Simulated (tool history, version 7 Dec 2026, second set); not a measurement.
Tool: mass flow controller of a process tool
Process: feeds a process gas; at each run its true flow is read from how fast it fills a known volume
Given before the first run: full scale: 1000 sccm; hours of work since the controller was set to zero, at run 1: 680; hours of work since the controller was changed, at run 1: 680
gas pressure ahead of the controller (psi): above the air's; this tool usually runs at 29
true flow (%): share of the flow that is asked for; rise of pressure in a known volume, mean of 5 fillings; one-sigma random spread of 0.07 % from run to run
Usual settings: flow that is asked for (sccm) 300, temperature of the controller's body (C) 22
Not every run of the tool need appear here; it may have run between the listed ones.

run    hour  flow that is asked for (sccm)  gas pressure ahead of the controller (psi)  temperature of the controller's body (C)  hours of work since the controller was set to zero  hours of work since the controller was changed  true flow (%)
  1       0                            300                                          29                                        22                                                 680                                             680          98.58
  2    74.7                            300                                          29                                        22                                                 703                                             703          98.66
  3   158.7                            300                                          29                                        22                                                 730                                             730          98.67
  4   296.6                            300                                          29                                        22                                                 774                                             774          98.48
  5   435.3                            300                                          29                                        22                                                 817                                             817          98.55
  6   517.3                            300                                          29                                        22                                                 843                                             843          98.51
  7   605.7                            300                                        32.9                                        22                                                 871                                             871          98.65
  8   688.8                            300                                        32.9                                        22                                                 897                                             897          98.61
  9   785.7                            300                                        20.3                                        22                                                 928                                             928          98.09
 10   944.6                            300                                        20.3                                        22                                                 978                                             978          97.99
 11    1025                            300                                        21.6                                        22                                                1004                                            1004          98.04
 12    1157                            300                                          29                                        22                                                1045                                            1045          98.36
 13  1273.4                            300                                          29                                        22                                                1082                                            1082          98.21
 14  1369.2                            300                                          29                                        22                                                1112                                            1112           98.2
 15  1525.8                            300                                          29                                        22                                                1162                                            1162          98.25
 16  1659.7                            300                                          29                                        22                                                1204                                            1204          98.08
 17  1769.8                            300                                          27                                        22                                                1239                                            1239          98.09
 18  1852.2                            328                                        31.2                                        26                                                1265                                            1265          97.93
 19  1926.1                            328                                        31.2                                        26                                                1288                                            1288          97.74

Estimate the outcome of run 20 from the log above:
 20  2034.7                            328                                        31.2                                        26                                                1323                                            1323              ?

Run 20 came out at true flow (%) 97.81.
On a tool with no hidden condition, and with the same random variation, this run would have come out at true flow (%) 98.37.
